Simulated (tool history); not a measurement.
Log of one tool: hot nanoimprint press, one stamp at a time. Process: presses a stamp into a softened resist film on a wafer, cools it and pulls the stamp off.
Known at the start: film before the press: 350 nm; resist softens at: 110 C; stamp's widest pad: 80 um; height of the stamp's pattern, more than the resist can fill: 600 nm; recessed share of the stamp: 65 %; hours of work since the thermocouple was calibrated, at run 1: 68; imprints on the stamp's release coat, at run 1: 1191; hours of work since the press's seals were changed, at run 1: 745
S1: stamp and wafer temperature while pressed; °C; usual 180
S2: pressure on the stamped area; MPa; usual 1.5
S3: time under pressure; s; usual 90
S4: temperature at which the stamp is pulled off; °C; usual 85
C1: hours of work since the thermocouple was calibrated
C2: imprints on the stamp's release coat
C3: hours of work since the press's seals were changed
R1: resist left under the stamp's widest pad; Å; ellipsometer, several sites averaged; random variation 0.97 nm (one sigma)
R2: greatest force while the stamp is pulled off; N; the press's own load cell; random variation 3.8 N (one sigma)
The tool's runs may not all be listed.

Run 1, hour 0: usual settings; C1 68; C2 1191; C3 745. Result: R1 1466 Å, R2 203 N.
Run 2, hour 32: usual settings; C1 86; C2 1251; C3 763. Result: R1 1465 Å, R2 216 N.
Run 3, hour 60.1: usual settings; C1 101; C2 1303; C3 779. Result: R1 1470 Å, R2 212 N.
Run 4, hour 84.6: usual settings; C1 115; C2 1349; C3 793. Result: R1 1479 Å, R2 213 N.
Run 5, hour 113.9: usual settings; C1 132; C2 1403; C3 809. Result: R1 1490 Å, R2 223 N.
Run 6, hour 129.5: usual settings; C1 141; C2 1432; C3 818. Result: R1 1460 Å, R2 219 N.
Run 7, hour 152.5: usual settings; C1 154; C2 1475; C3 831. Result: R1 1473 Å, R2 218 N.
Run 8, hour 171.8: usual settings but S3 111 s; C1 164; C2 1511; C3 842. Result: R1 1375 Å, R2 222 N.
Run 9, hour 188.4: usual settings; C1 174; C2 1542; C3 851. Result: R1 1494 Å, R2 219 N.
Run 10, hour 223: usual settings; C1 193; C2 1606; C3 871. Result: R1 1478 Å, R2 221 N.
Run 11, hour 244.2: usual settings; C1 205; C2 1646; C3 883. Result: R1 1504 Å, R2 218 N.
Run 12, hour 264.1: usual settings; C1 216; C2 1682; C3 894. Result: R1 1514 Å, R2 223 N.
Run 13, hour 292: usual settings; C1 232; C2 1734; C3 910. Result: R1 1518 Å, R2 222 N.
Run 14, hour 321.7: usual settings; C1 249; C2 1790; C3 926. Result: R1 1519 Å, R2 226 N.
Run 15, hour 344.9: usual settings; C1 262; C2 1833; C3 939. Result: R1 1525 Å, R2 229 N.
Run 16, hour 361.3: usual settings; C1 271; C2 1863; C3 949. Result: R1 1519 Å, R2 228 N.
Run 17, hour 387.9: usual settings but S1 190 °C, S4 89 °C; C1 286; C2 1913; C3 964. Result: R1 1015 Å, R2 219 N.
Run 18, hour 419.2: usual settings but S1 177 °C, S3 47 s, S4 89 °C; C1 304; C2 1971; C3 981. Result: R1 2126 Å, R2 212 N.
Run 19, hour 454.4: usual settings but S3 67 s; C1 324; C2 2036; C3 1001. Result: R1 1714 Å, R2 233 N.
At hour 478.6: plate thermocouple calibrated.
Run 20, hour 484.4: usual settings but S3 67 s; C1 3; C2 2087; C3 1016. Result: R1 1765 Å, R2 242 N.
Run 21, hour 500.4: usual settings but S3 67 s; C1 12; C2 2116; C3 1025. Result: R1 1766 Å, R2 227 N.
Run 22, hour 529.9: usual settings but S2 1.28 MPa, S3 67 s, S4 81 °C; C1 29; C2 2171; C3 1042. Result: R1 1893 Å, R2 253 N.
Run 23, hour 561.6: usual settings but S1 178 °C, S2 1.1 MPa, S3 67 s, S4 81 °C; C1 47; C2 2230; C3 1060. Result: R1 2142 Å, R2 248 N.
Run 24, hour 581.9: usual settings but S1 187 °C, S2 0.96 MPa, S3 125 s, S4 87 °C; C1 58; C2 2268; C3 1071. Result: R1 1292 Å, R2 225 N.
At hour 591.8: plate thermocouple calibrated, once more.
At hour 609.8: press's hydraulic seals changed and the load cell set to zero.
Run 25, hour 612.1: usual settings but S1 187 °C, S2 0.96 MPa, S3 125 s, S4 87 °C; C1 7; C2 2304; C3 1. Result: R1 1157 Å, R2 219 N.
Run 26, hour 642.5: usual settings but S1 187 °C, S2 0.96 MPa, S3 125 s, S4 87 °C; C1 24; C2 2360; C3 18. Result: R1 1169 Å, R2 225 N.
At hour 663.3: stamp cleaned and given a new release coat.
Run 27, hour 674.1: usual settings but S1 187 °C, S2 0.96 MPa, S3 125 s, S4 87 °C; C1 38; C2 20; C3 33. Result: R1 1168 Å, R2 184 N.
Run 28, hour 705: usual settings but S1 184 °C, S2 1.01 MPa, S3 109 s, S4 73 °C; C1 56; C2 77; C3 50. Result: R1 1368 Å, R2 225 N.
Run 29, hour 723.3: usual settings but S1 190 °C, S2 2.18 MPa, S3 64 s, S4 78 °C; C1 66; C2 111; C3 61. Result: R1 903 Å, R2 211 N.
Run 30, hour 751.7: usual settings but S1 190 °C, S2 2.18 MPa, S3 64 s, S4 78 °C; C1 82; C2 164; C3 77. Result: R1 919 Å, R2 213 N.

3 ways to go on from here, each from the tool as it stands after run 30. What would each give?
Run A, hour 772.1: usual settings but S1 190 °C, S2 1.59 MPa, S3 64 s, S4 78 °C; C1 94; C2 202; C3 88. Result: R1 ?, R2 ?.
Run B, hour 772.1: usual settings but S1 190 °C, S2 2.18 MPa, S3 64 s, S4 71 °C; C1 94; C2 202; C3 88. Result: R1 ?, R2 ?.
Run C, hour 772.1: usual settings but S2 1.58 MPa, S3 91 s, S4 70 °C; C1 94; C2 202; C3 88. Result: R1 ?, R2 ?.

run    R1   R2
  A  1085  218
  B   922  240
  C  1412  241
Without the tool's hidden state the same runs would have given:
run    R1   R2
  A  1065  212
  B   905  233
  C  1385  235
